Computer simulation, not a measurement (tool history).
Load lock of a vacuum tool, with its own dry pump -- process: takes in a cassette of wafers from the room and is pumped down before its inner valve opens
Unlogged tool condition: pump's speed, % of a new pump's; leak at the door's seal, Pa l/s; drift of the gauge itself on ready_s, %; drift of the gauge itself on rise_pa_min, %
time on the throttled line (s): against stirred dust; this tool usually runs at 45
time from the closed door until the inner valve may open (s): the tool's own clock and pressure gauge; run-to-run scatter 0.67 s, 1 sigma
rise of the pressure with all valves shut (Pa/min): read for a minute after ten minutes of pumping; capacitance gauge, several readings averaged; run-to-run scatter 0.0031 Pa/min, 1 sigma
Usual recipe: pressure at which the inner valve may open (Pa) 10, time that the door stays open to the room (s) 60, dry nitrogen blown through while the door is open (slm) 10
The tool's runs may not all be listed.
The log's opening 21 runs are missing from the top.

run	day	time on the throttled line (s)	pressure at which the inner valve may open (Pa)	time that the door stays open to the room (s)	dry nitrogen blown through while the door is open (slm)	hours that the pump has run since its overhaul	times that the door has closed on its seal	incoming humidity of the room's air, %	time from the closed door until the inner valve may open (s)	rise of the pressure with all valves shut (Pa/min)
22	502.158	31	20	60	10	16061	50408	47.0	91.8	0.280
23	515.679	31	20	60	10	16386	51044	44.5	92.9	0.276
24	544.858	27	10	60	12	17086	52416	42.7	96.0	0.285
25	563.712	27	10	94	12	17539	53302	46.3	95.8	0.317
26	592.942	27	10	60	24	18240	54676	42.9	97.2	0.295
27	621.092	24	13	60	10	18916	55999	43.8	91.6	0.311
28	647.283	24	16	60	10	19544	57231	42.7	91.0	0.316
29	673.592	24	16	60	10	20176	58468	48.2	92.0	0.335
30	697.142	24	16	159	5	20741	59575	43.4	91.3	0.400
31	714.733	25	10	60	10	21163	60402	45.6	96.4	0.358
32	735.850	35	10	169	10	21670	61394	48.5	104.2	0.427
33	760.967	24	10	198	10	22273	62575	45.9	96.6	0.431

Here are 3 independent what-if runs from the current tool condition. What would each one return?
A	791.892	45	10	60	18	23015	64029	45.9	?	?
B	791.892	45	10	64	7	23015	64029	40.6	?	?
C	791.892	58	10	198	10	23015	64029	45.6	?	?

run	time from the closed door until the inner valve may open (s)	rise of the pressure with all valves shut (Pa/min)
A	112.6	0.374
B	113.4	0.384
C	121.0	0.445
What these runs would have given with no unlogged condition in the tool:
run	time from the closed door until the inner valve may open (s)	rise of the pressure with all valves shut (Pa/min)
A	100.4	0.053
B	101.1	0.065
C	109.5	0.124
